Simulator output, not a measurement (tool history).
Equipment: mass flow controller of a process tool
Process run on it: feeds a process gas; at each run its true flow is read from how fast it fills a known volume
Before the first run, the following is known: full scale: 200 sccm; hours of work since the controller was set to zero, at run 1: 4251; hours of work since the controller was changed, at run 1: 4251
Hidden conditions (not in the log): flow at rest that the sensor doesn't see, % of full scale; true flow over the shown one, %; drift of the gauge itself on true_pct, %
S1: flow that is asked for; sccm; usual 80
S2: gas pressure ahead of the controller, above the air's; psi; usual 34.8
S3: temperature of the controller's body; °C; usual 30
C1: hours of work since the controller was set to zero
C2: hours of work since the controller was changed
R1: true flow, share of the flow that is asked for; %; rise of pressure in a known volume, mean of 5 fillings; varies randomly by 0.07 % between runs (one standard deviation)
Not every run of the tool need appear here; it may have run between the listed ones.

run	hour	S1	S2	S3	C1	C2	R1
1	0.0	80	34.8	30	4251	4251	97.65
2	276.8	80	21.9	30	4397	4397	98.03
3	473.8	80	34.8	30	4501	4501	97.71
4	651.0	80	34.8	30	4594	4594	97.55
5	897.7	80	34.8	30	4725	4725	97.61
6	1053.6	80	34.8	30	4807	4807	97.60
7	1278.8	80	34.8	30	4926	4926	97.68
8	1465.3	26	34.8	30	5024	5024	92.33
9	1598.1	26	34.8	30	5094	5094	92.25
10	1715.2	26	34.8	30	5156	5156	92.16
11	1930.7	26	34.8	30	5270	5270	91.99
12	2119.4	26	34.8	30	5369	5369	91.98
13	2247.6	26	34.8	30	5437	5437	91.75
14	2423.0	80	34.8	30	5529	5529	97.50
15	2706.7	37	34.8	30	5679	5679	93.99
16	2876.5	37	34.8	30	5768	5768	94.02
# hour 2901.4: controller's zero set anew
17	3048.7	37	34.8	21	78	5859	91.04
18	3322.9	37	34.8	21	222	6004	90.88
19	3549.9	81	34.8	39	342	6123	97.28
20	3818.8	44	34.8	39	484	6265	93.68
21	3991.1	91	28.3	39	575	6356	98.15
22	4136.6	91	28.3	39	652	6433	98.15
# hour 4321.4: controller's zero set anew, once more
23	4321.4	110	35.0	34	0	6530	100.87
24	4494.6	168	34.8	20	91	6621	100.65
25	4720.5	168	34.8	20	210	6741	100.63
26	4998.4	121	33.8	26	357	6887	100.52
27	5191.9	121	33.8	26	459	6989	100.57
28	5455.2	121	33.8	26	598	7128	100.51
29	5591.6	35	33.8	26	670	7200	98.69
30	5768.5	35	30.5	38	763	7293	99.67
31	5956.4	197	30.0	30	862	7392	102.43
32	6217.4	150	30.0	26	1000	7530	101.16
33	6362.4	21	24.4	24	1077	7607	97.66

Table of differences, measured result less the result of that run with no hidden state. Run-to-run variation is the same in both. Gauge scatter possibly is not:
run	R1
1	-0.60
2	-0.61
3	-0.63
4	-0.65
5	-0.65
6	-0.66
7	-0.66
8	-5.10
9	-5.16
10	-5.20
11	-5.30
12	-5.40
13	-5.46
14	-0.73
15	-3.51
16	-3.56
17	-5.74
18	-5.82
19	-1.73
20	-4.72
21	-1.35
22	-1.35
23	+1.87
24	+1.88
25	+1.90
26	+1.89
27	+1.89
28	+1.89
29	+1.45
30	+1.39
31	+1.99
32	+1.95
33	+0.55
